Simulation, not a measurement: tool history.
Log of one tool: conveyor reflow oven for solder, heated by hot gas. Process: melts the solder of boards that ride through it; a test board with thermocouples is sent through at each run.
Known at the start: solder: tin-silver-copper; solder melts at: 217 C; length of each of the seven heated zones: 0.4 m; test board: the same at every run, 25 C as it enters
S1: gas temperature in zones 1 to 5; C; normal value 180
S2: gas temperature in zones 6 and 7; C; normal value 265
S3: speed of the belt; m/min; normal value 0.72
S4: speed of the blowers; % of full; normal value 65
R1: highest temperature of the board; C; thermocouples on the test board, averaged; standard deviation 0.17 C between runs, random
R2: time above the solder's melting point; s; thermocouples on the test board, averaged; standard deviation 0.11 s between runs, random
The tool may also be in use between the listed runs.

Run 1, hour 0: usual settings. Result: R1 247.4 C, R2 47.5 s.
Run 2, hour 48.4: usual settings but S2 261 C. Result: R1 243.7 C, R2 45 s.
Run 3, hour 80.4: usual settings but S2 261 C. Result: R1 243.6 C, R2 44.9 s.
At hour 91: flux residue cleaned out of gas plates and filters.
Run 4, hour 113.7: usual settings but S3 0.642 m/min. Result: R1 250.5 C, R2 57.1 s.
Run 5, hour 144: usual settings but S3 0.642 m/min. Result: R1 250.6 C, R2 57.3 s.
Run 6, hour 195.1: usual settings. Result: R1 247.2 C, R2 47.5 s.
Run 7, hour 255.6: usual settings. Result: R1 247.3 C, R2 47.7 s.
At hour 292.6: belt drive overhauled, speed set with a stopwatch.
Run 8, hour 294.9: usual settings. Result: R1 247.1 C, R2 47.6 s.
Run 9, hour 323.5: usual settings. Result: R1 247.2 C, R2 47.5 s.
At hour 364.4: flux residue cleaned out of gas plates and filters.
Run 10, hour 364.4: usual settings. Result: R1 247 C, R2 47.6 s.
Run 11, hour 416: usual settings. Result: R1 246.9 C, R2 47.4 s.
Run 12, hour 456: usual settings. Result: R1 247 C, R2 47.5 s.
Run 13, hour 506.4: usual settings. Result: R1 247.2 C, R2 47.4 s.
Run 14, hour 546.9: usual settings. Result: R1 247.1 C, R2 47.4 s.
Run 15, hour 576.8: usual settings. Result: R1 247.2 C, R2 47.6 s.
At hour 633.9: flux residue cleaned out of gas plates and filters.
Run 16, hour 639.2: usual settings. Result: R1 247 C, R2 47.4 s.
Run 17, hour 674.6: usual settings. Result: R1 247 C, R2 47.4 s.
Run 18, hour 713.6: usual settings but S2 276 C, S3 0.798 m/min, S4 52 % of full. Result: R1 248.7 C, R2 42.2 s.
Run 19, hour 759: usual settings but S1 177 C, S2 268 C. Result: R1 249 C, R2 47.6 s.
Run 20, hour 819.5: usual settings but S1 177 C, S2 268 C. Result: R1 249.2 C, R2 47.5 s.
Run 21, hour 874.8: usual settings but S1 172 C, S2 257 C, S4 60 % of full. Result: R1 237.5 C, R2 36.3 s.
At hour 903.1: flux residue cleaned out of gas plates and filters.
Run 22, hour 908.9: usual settings but S2 266 C, S3 0.601 m/min. Result: R1 253.6 C, R2 63.3 s.
Run 23, hour 966.6: usual settings but S1 172 C, S2 272 C, S3 0.821 m/min. Result: R1 246 C, R2 37.3 s.
Run 24, hour 991.7: usual settings but S3 0.799 m/min, S4 58 % of full. Result: R1 241.8 C, R2 37.4 s.
Run 25, hour 1041.2: usual settings but S4 87 % of full. Result: R1 250.5 C, R2 50.8 s.
Run 26, hour 1078.8: usual settings but S2 261 C, S3 0.824 m/min, S4 59 % of full. Result: R1 237.8 C, R2 32.6 s.
Run 27, hour 1127.8: usual settings but S1 177 C, S2 261 C, S3 0.824 m/min, S4 59 % of full. Result: R1 236.9 C, R2 31 s.
At hour 1169.5: flux residue cleaned out of gas plates and filters.
Run 28, hour 1173.5: usual settings but S1 177 C, S2 261 C, S3 0.824 m/min, S4 59 % of full. Result: R1 237 C, R2 30.9 s.
Run 29, hour 1218.2: usual settings but S1 178 C, S2 254 C, S3 0.701 m/min, S4 59 % of full. Result: R1 237.2 C, R2 39 s.
Run 30, hour 1261.4: usual settings but S1 178 C, S2 254 C, S3 0.701 m/min, S4 59 % of full. Result: R1 236.9 C, R2 39.2 s.
Run 31, hour 1311: usual settings but S1 178 C, S2 254 C, S3 0.61 m/min, S4 90 % of full. Result: R1 244.7 C, R2 56.9 s.

Below are 3 alternative next runs, each starting from the tool's condition after run 31. Predict each:
Run A, hour 1368.6: usual settings but S1 178 C, S2 266 C, S3 0.593 m/min, S4 86 % of full. Result: R1 ?, R2 ?.
Run B, hour 1368.6: usual settings but S1 185 C, S2 254 C, S3 0.816 m/min, S4 77 % of full. Result: R1 ?, R2 ?.
Run C, hour 1368.6: usual settings but S1 193 C, S2 254 C, S3 0.836 m/min, S4 74 % of full. Result: R1 ?, R2 ?.

run     R1    R2
  A  256.3  66.3
  B  237.4  35.8
  C    238  38.1
Without the tool's unlogged condition, the same runs would have read:
run     R1    R2
  A  256.4  66.3
  B  237.5  35.9
  C  238.1  38.2

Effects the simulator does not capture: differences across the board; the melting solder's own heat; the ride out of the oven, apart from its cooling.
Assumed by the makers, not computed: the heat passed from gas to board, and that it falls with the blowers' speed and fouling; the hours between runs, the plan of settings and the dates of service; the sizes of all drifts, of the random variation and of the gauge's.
